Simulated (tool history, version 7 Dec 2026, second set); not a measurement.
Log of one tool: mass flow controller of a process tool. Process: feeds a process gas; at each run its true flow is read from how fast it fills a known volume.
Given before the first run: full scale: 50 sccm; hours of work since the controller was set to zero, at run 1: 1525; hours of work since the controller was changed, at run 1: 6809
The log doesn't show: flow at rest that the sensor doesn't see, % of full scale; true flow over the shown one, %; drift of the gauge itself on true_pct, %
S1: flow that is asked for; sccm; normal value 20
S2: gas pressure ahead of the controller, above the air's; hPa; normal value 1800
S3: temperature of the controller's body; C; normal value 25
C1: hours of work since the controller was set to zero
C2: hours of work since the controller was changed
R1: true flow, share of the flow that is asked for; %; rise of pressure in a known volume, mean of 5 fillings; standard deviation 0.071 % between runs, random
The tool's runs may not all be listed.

run 1 day=0 | S1=20 S2=1800 S3=25 | C1=1525 C2=6809 | R1=99.69
run 2 day=11.554 | S1=20 S2=1800 S3=30 | C1=1711 C2=6995 | R1=99.46
run 3 day=23.696 | S1=20 S2=1800 S3=20 | C1=1906 C2=7190 | R1=100.2
run 4 day=29.758 | S1=20 S2=1800 S3=20 | C1=2003 C2=7287 | R1=100
run 5 day=35.667 | S1=20 S2=1800 S3=20 | C1=2098 C2=7382 | R1=100.18
run 6 day=40.612 | S1=20 S2=1800 S3=25 | C1=2178 C2=7462 | R1=99.86
run 7 day=49.838 | S1=20 S2=1800 S3=25 | C1=2326 C2=7610 | R1=99.91
run 8 day=61.221 | S1=32 S2=1800 S3=25 | C1=2509 C2=7793 | R1=100
run 9 day=73.312 | S1=32 S2=1800 S3=25 | C1=2703 C2=7987 | R1=100.07
run 10 day=81.808 | S1=20 S2=1800 S3=25 | C1=2840 C2=8124 | R1=100.04
run 11 day=92.846 | S1=49 S2=1520 S3=25 | C1=3017 C2=8301 | R1=100.57
run 12 day=101.425 | S1=41 S2=1800 S3=22 | C1=3155 C2=8439 | R1=100.66
run 13 day=110.488 | S1=15 S2=2160 S3=23 | C1=3300 C2=8584 | R1=99.9

Forecast run 14:
run 14 day=118.171 | S1=7 S2=2230 S3=25 | C1=3424 C2=8708 | R1=?

{"run 14": {"R1": 99.62}}
Without the tool's hidden state the same run would have given R1 99.14 %.

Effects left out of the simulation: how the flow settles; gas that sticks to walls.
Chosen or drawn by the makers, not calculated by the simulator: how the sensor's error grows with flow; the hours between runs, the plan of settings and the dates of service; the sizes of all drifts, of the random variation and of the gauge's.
